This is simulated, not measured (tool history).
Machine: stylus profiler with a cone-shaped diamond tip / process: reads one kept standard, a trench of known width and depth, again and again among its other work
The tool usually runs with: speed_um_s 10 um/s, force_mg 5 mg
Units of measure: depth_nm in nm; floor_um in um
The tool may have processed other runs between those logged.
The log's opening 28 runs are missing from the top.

| run | hour | speed_um_s | force_mg | depth_nm | floor_um |
|---|---|---|---|---|---|
| 29 | 1047.7 | 18 | 5.33 | 502.9 | 15.02 |
| 30 | 1100.8 | 8 | 3.63 | 501.4 | 15.04 |
| 31 | 1124.3 | 2 | 1.68 | 499.62 | 15.04 |
| 32 | 1176 | 10 | 4.83 | 502.43 | 14.99 |
| 33 | 1229.7 | 33 | 2.6 | 500.47 | 14.87 |
| 34 | 1281.4 | 10 | 6.18 | 503.31 | 15 |
| 35 | 1313.6 | 10 | 6.18 | 503.32 | 14.9 |
| 36 | 1366.6 | 27 | 2.66 | 500.14 | 14.79 |
| 37 | 1414.5 | 27 | 2.66 | 500.11 | 14.83 |
|  | 1428 | new tip fitted, height scale calibrated |
| 38 | 1463.3 | 11 | 14.87 | 512.4 | 16.89 |
| 39 | 1503.6 | 11 | 14.87 | 512.34 | 16.8 |
| 40 | 1527.1 | 11 | 14.87 | 512.24 | 16.81 |
| 41 | 1550.1 | 2 | 3.58 | 504.7 | 16.8 |
| 42 | 1600 | 4 | 11.61 | 510.1 | 16.78 |

Below are 3 alternative next runs, each starting from the tool's condition after run 42. Predict each:
| A | 1630 | 22 | 4.29 | ? | ? |
| B | 1630 | 6 | 3.84 | ? | ? |
| C | 1630 | 27 | 3.36 | ? | ? |

| run | depth_nm | floor_um |
|---|---|---|
| A | 505.04 | 16.68 |
| B | 504.51 | 16.75 |
| C | 504.56 | 16.65 |
With the hidden condition removed and each run's random variation left untouched, the same runs would have given:
| run | depth_nm | floor_um |
|---|---|---|
| A | 505.13 | 16.89 |
| B | 504.61 | 16.97 |
| C | 504.65 | 16.87 |
